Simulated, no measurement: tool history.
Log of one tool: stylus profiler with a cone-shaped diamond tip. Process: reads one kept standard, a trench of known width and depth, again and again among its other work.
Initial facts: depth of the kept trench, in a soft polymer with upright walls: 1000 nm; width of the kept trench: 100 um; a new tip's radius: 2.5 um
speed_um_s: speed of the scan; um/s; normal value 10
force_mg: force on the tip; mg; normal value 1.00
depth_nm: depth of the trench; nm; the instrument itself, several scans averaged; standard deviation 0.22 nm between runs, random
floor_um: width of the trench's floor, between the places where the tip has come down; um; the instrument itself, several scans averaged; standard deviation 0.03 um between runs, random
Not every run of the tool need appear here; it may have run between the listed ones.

run,hour,speed_um_s,force_mg,depth_nm,floor_um
1,0.0,10,1.00,1005.59,94.93
2,65.1,10,1.00,1005.33,94.69
3,129.9,10,1.00,1004.98,94.54
4,200.1,3,1.00,1004.93,94.38
5,260.4,8,1.00,1004.43,94.24
6,312.0,10,2.11,1007.89,94.11
7,385.8,10,2.11,1008.17,93.95
8,455.4,10,2.11,1007.82,93.79
9,498.5,10,2.11,1007.39,93.61
10,565.1,10,1.00,1003.75,93.52
11,610.1,10,1.00,1003.48,93.44
12,648.9,10,1.00,1003.71,93.35
13,710.6,10,1.00,1003.18,93.16
14,781.2,35,2.78,1008.35,92.96
15,846.1,10,2.32,1007.67,92.88
16,895.9,10,2.32,1007.54,92.79
17,954.5,6,1.26,1003.36,92.68
18,1004.9,4,0.53,1000.52,92.58
19,1035.9,10,1.84,1005.23,92.60
20,1073.4,5,0.42,999.53,92.48
21,1106.5,26,1.00,1002.36,92.24

Forecast run 22:
# hour 1160.7: new tip fitted, height scale calibrated
22,1167.3,26,1.00,?,?

{"run 22": {"depth_nm": 1006.77, "floor_um": 95.73}}
Minus the tool's unlogged condition, the same run would have read depth_nm 1006.19 nm, floor_um 95.79 um.
